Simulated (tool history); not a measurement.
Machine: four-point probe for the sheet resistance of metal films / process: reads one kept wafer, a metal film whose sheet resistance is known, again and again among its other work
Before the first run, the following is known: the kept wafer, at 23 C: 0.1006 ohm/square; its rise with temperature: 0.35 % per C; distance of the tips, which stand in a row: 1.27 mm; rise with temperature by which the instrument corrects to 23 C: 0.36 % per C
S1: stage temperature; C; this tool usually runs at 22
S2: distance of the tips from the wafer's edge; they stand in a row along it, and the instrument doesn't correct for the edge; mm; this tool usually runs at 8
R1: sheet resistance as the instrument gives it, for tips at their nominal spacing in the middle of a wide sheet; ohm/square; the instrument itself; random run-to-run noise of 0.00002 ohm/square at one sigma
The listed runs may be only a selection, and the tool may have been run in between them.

run	hour	S1	S2	R1
1	0	22	8	0.101989
2	27	22	8	0.101952
3	46.7	22	8	0.101935
4	63	24	8	0.101938
5	82.1	24	8	0.101946
6	96.1	24	8	0.10197
7	122	32	8	0.101836
8	136.8	32	8	0.101875
9	152.4	32	8	0.101868
10	179	22	9	0.101681
11	191.1	22	23	0.100778
12	203.6	22	23	0.100773
13	229.7	22	23	0.100775
14	256.2	22	8	0.101984
15	279.7	22	8	0.101966
16	296.5	33	27	0.10059
17	309.9	33	27	0.100593
18	338.2	34	4	0.105613
19	354	34	4	0.105608
20	372.3	34	4	0.105627
21	388.9	32	39	0.100548
22	416.4	23	7	0.102371
23	444.1	23	25	0.100742
24	465.3	23	5	0.103937
25	480.4	20	5	0.104045
26	502.5	20	5	0.104003
27	521	20	5	0.104011
28	536.9	22	70	0.100636

Below are 3 alternative next runs, each starting from the tool's condition after run 28. Predict each:
A	561	20	9	?
B	561	19	7	?
C	561	22	30	?

run	R1
A	0.10166
B	0.102421
C	0.100709
Stripped of hidden state, with their random variation kept, the same runs would have yielded:
run	R1
A	0.10166
B	0.10242
C	0.100708

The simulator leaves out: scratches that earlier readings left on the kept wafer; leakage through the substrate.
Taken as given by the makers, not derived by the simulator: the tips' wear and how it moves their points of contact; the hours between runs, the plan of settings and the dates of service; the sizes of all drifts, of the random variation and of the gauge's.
